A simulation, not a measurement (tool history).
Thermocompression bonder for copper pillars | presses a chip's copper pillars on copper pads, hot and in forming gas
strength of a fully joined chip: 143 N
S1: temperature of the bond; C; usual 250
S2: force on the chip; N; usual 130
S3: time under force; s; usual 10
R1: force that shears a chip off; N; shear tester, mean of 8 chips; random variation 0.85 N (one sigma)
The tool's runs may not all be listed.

Run 1, hour 0: usual settings. Result: R1 64.5 N.
Run 2, hour 41.7: usual settings but S1 255 C. Result: R1 67.8 N.
Run 3, hour 104.4: usual settings but S1 255 C. Result: R1 67.2 N.
Run 4, hour 145.5: usual settings but S1 255 C. Result: R1 66.8 N.
Run 5, hour 187.4: usual settings. Result: R1 64.7 N.
Run 6, hour 238.3: usual settings. Result: R1 63.1 N.
Run 7, hour 287.2: usual settings. Result: R1 62.3 N.
Run 8, hour 363.8: usual settings. Result: R1 63.2 N.
Run 9, hour 429.6: usual settings. Result: R1 62.4 N.
Run 10, hour 508.5: usual settings but S1 223 C. Result: R1 47 N.
Run 11, hour 561.5: usual settings. Result: R1 62.1 N.
Run 12, hour 601: usual settings. Result: R1 62.1 N.
At hour 647.6: forming gas filter changed.
Run 13, hour 647.6: usual settings. Result: R1 67.8 N.
Run 14, hour 690: usual settings. Result: R1 66.8 N.
Run 15, hour 771.5: usual settings. Result: R1 67.1 N.
Run 16, hour 844: usual settings but S2 88 N, S3 11 s. Result: R1 46.9 N.
Run 17, hour 905.9: usual settings but S2 88 N, S3 11 s. Result: R1 46.8 N.
Run 18, hour 975.2: usual settings but S1 253 C, S2 186 N, S3 6 s. Result: R1 78.5 N.
Run 19, hour 1053.3: usual settings but S1 253 C, S2 88 N, S3 6 s. Result: R1 38.3 N.
Run 20, hour 1130.2: usual settings but S1 253 C, S2 88 N, S3 6 s. Result: R1 37.8 N.
Run 21, hour 1218.9: usual settings but S1 236 C. Result: R1 56.2 N.
Run 22, hour 1269.9: usual settings but S1 251 C, S2 193 N, S3 17 s. Result: R1 103.9 N.
Run 23, hour 1353.6: usual settings but S2 170 N, S3 19 s. Result: R1 96 N.
Run 24, hour 1403.3: usual settings but S1 223 C, S3 19 s. Result: R1 63.1 N.
Run 25, hour 1459.5: usual settings but S1 223 C, S3 19 s. Result: R1 63.6 N.
Run 26, hour 1536.8: usual settings but S1 223 C, S2 78 N, S3 22 s. Result: R1 40.2 N.
Run 27, hour 1613.4: usual settings but S2 186 N. Result: R1 87.6 N.

Forecast each of these 3 alternatives for the next run:
At hour 1648: forming gas filter changed.
Run A, hour 1676.5: usual settings but S1 258 C. Result: R1 ?.
At hour 1648: forming gas filter changed.
Run B, hour 1676.5: usual settings but S1 245 C, S2 186 N. Result: R1 ?.
At hour 1648: forming gas filter changed.
Run C, hour 1676.5: usual settings but S1 275 C, S2 124 N, S3 9 s. Result: R1 ?.

run    R1
  A  74.4
  B  90.3
  C  78.7
Without the tool's hidden state the same runs would have given:
run    R1
  A  73.7
  B  89.3
  C  78.4

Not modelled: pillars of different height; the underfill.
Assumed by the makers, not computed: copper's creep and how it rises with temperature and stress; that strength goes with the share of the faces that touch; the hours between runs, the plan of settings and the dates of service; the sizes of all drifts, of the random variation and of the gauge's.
